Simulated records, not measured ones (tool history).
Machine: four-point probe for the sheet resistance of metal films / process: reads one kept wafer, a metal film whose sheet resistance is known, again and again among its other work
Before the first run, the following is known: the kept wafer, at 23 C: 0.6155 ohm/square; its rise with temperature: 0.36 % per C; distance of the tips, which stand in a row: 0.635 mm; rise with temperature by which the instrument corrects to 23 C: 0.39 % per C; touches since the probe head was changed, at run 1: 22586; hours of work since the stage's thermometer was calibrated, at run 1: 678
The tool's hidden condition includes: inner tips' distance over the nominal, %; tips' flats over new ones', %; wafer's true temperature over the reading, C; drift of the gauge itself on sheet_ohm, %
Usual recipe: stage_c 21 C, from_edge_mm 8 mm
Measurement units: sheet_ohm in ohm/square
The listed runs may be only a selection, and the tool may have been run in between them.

run   hour  stage_c  from_edge_mm  touches since the probe head was changed  hours of work since the stage's thermometer was calibrated  sheet_ohm
  1    0.0       21             8                                     22586                                                         678   0.619180
  2   20.8       21             8                                     23096                                                         692   0.619339
  3   35.6       20             8                                     23456                                                         701   0.619435
  4   54.3       21            54                                     23914                                                         714   0.617442
  5   71.7       21             8                                     24343                                                         726   0.619532
  6   88.8       21            13                                     24759                                                         737   0.618322
  7  109.2       30             8                                     25261                                                         750   0.618156
  8  125.4       30             8                                     25656                                                         761   0.618501
  9  150.0       19             8                                     26260                                                         778   0.620118
 10  168.5       21            34                                     26712                                                         790   0.617624
 11  182.6       21             8                                     27057                                                         799   0.619747
 12  194.0       21             7                                     27337                                                         807   0.620588
 13  213.5       21            43                                     27815                                                         820   0.617833
 14  232.9       21             8                                     28289                                                         833   0.619868
 15  259.6       21             8                                     28944                                                         851   0.620012
 16  275.0       23            18                                     29320                                                         861   0.618005
 17  297.4       23            18                                     29869                                                         876   0.618164
 18  316.4       21            71                                     30336                                                         889   0.617995
 19  341.1       26            22                                     30940                                                         905   0.617612
 20  355.8       32            33                                     31301                                                         915   0.616313
 21  377.9       26            16                                     31840                                                         929   0.618027
 22  402.0       31            45                                     32432                                                         946   0.616881
 23  420.6       28             5                                     32886                                                         958   0.622629
 24  436.4       28             5                                     33274                                                         968   0.622559
 25  447.5       32             8                                     33546                                                         976   0.618876
 26  463.1       33            22                                     33928                                                         986   0.616774
 27  474.9       33            22                                     34216                                                         994   0.616887
 28  500.2       33            22                                     34837                                                        1011   0.616976
 29  513.7       33            22                                     35166                                                        1020   0.617272
 30  535.9       33            22                                     35710                                                        1035   0.616973

Some steps in sheet_ohm, run to run, broken into two amounts with sign: the step expected even without the hidden condition (settings, incoming material, random variation), and the rest, left for the hidden condition together with whatever gauge scatter is not in both the measured and the hidden-condition-free result:
Run 8 -> 9: stage_c 30 -> 19. sheet_ohm +0.001617 ohm/square: hidden state +0.000081, all else +0.001536.
Run 12 -> 13: from_edge_mm 7 -> 43. sheet_ohm -0.002755 ohm/square: hidden state +0.000035, all else -0.002790.
Run 20 -> 21: stage_c 32 -> 26, from_edge_mm 33 -> 16. sheet_ohm +0.001714 ohm/square: hidden state +0.000071, all else +0.001643.
Run 22 -> 23: stage_c 31 -> 28, from_edge_mm 45 -> 5. sheet_ohm +0.005748 ohm/square: hidden state +0.000069, all else +0.005679.
Run 24 -> 25: stage_c 28 -> 32, from_edge_mm 5 -> 8. sheet_ohm -0.003683 ohm/square: hidden state +0.000001, all else -0.003684.
